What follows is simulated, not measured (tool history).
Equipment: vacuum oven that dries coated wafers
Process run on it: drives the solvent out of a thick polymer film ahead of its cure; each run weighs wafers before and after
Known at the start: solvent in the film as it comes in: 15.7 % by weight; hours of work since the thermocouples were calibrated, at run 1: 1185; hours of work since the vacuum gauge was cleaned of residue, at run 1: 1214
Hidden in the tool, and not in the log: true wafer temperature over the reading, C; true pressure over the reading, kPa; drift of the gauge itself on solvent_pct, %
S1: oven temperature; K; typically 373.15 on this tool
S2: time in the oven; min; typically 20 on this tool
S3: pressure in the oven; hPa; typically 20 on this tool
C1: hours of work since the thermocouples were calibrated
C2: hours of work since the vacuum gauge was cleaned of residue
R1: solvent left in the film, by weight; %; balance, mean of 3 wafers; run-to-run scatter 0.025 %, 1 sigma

run,hour,S1,S2,S3,C1,C2,R1
1,0,373.15,20,20,1185,1214,1.95
2,44.6,373.15,20,50.3,1205,1235,3.62
3,112.9,373.15,26,20,1236,1266,1.65
4,167.4,373.15,26,20,1261,1291,1.64
5,214.2,373.15,20,73.8,1282,1312,5.01
# hour 256.8: vacuum gauge cleaned of residue and calibrated
6,262.3,373.15,20,73.8,1304,2,4.72
7,305.2,373.15,20,20,1323,22,1.65
8,358,373.15,20,20,1347,46,1.69
# hour 368.6: oven's thermocouples calibrated
9,399.5,373.15,20,20,14,64,1.48
10,457,373.15,20,20,40,90,1.55
11,491.1,373.15,20,20,56,106,1.51
12,553.8,373.15,20,20,84,134,1.52
13,581.8,386.15,20,20,97,147,0.78
14,647,386.15,20,20,127,177,0.74
15,680,373.15,31,20,142,192,1.21
16,712.7,373.15,20,74.8,157,207,4.46
17,767.8,373.15,20,74.8,182,232,4.51
18,823.3,376.15,20,20,207,257,1.29
19,855.3,376.15,20,20,222,272,1.28
20,905.9,376.15,20,24.7,245,295,1.55
21,939,376.15,20,24.7,260,310,1.51
22,1002.7,373.15,24,20,289,339,1.41
23,1058.3,373.15,24,20,314,364,1.35
24,1113.5,373.15,24,20,339,389,1.4
25,1144.3,373.15,24,20,353,403,1.39
26,1181.2,373.15,24,20,370,420,1.42
27,1236.6,371.15,30,13,395,445,1.02
28,1288.9,360.15,24,36,419,469,4.44
29,1350.8,386.15,16,36,447,497,1.5
30,1401.9,361.15,11,58.4,470,520,8
31,1438.5,361.15,11,58.4,487,537,8.03
32,1472.6,368.15,33,35.8,503,553,2.68
33,1501.6,368.15,33,38.6,516,566,2.86
34,1553.3,368.15,33,38.6,539,589,2.85
35,1606.6,384.15,20,68.5,564,614,2.77
36,1672.7,384.15,20,68.5,594,644,2.84
37,1736.8,384.15,20,68.5,623,673,2.79
38,1776.6,373.15,26,20,641,691,1.43
39,1843.7,373.15,30,11.2,672,721,0.86
40,1896.6,374.15,20,14.1,696,746,1.34
41,1928.6,361.15,17,56.4,710,760,6.79
42,1990.4,361.15,18,56.4,738,788,6.65
43,2045.3,363.15,23,39.5,763,813,4.33
44,2078.7,363.15,23,39.5,779,828,4.29
45,2114.7,363.15,34,39.5,795,845,3.76

Below, some changes in R1 between adjacent runs. For each, the amount present without the hidden state too (settings, incoming material, random variation) and the amount remaining for the hidden state with gauge scatter not shared by both compared results:
Run 4 -> 5: S2 26 -> 20, S3 20 -> 73.8. R1 +3.37 %: hidden state +0.19, all else +3.18.
Run 5 -> 6: vacuum gauge cleaned of residue and calibrated. R1 -0.29 %: hidden state -0.29, all else +0.
Run 29 -> 30: S1 386.15 -> 361.15, S2 16 -> 11, S3 36 -> 58.4. R1 +6.5 %: hidden state +0.14, all else +6.36.
Run 31 -> 32: S1 361.15 -> 368.15, S2 11 -> 33, S3 58.4 -> 35.8. R1 -5.35 %: hidden state -0.04, all else -5.31.
Run 40 -> 41: S1 374.15 -> 361.15, S2 20 -> 17, S3 14.1 -> 56.4. R1 +5.45 %: hidden state +0.2, all else +5.25.
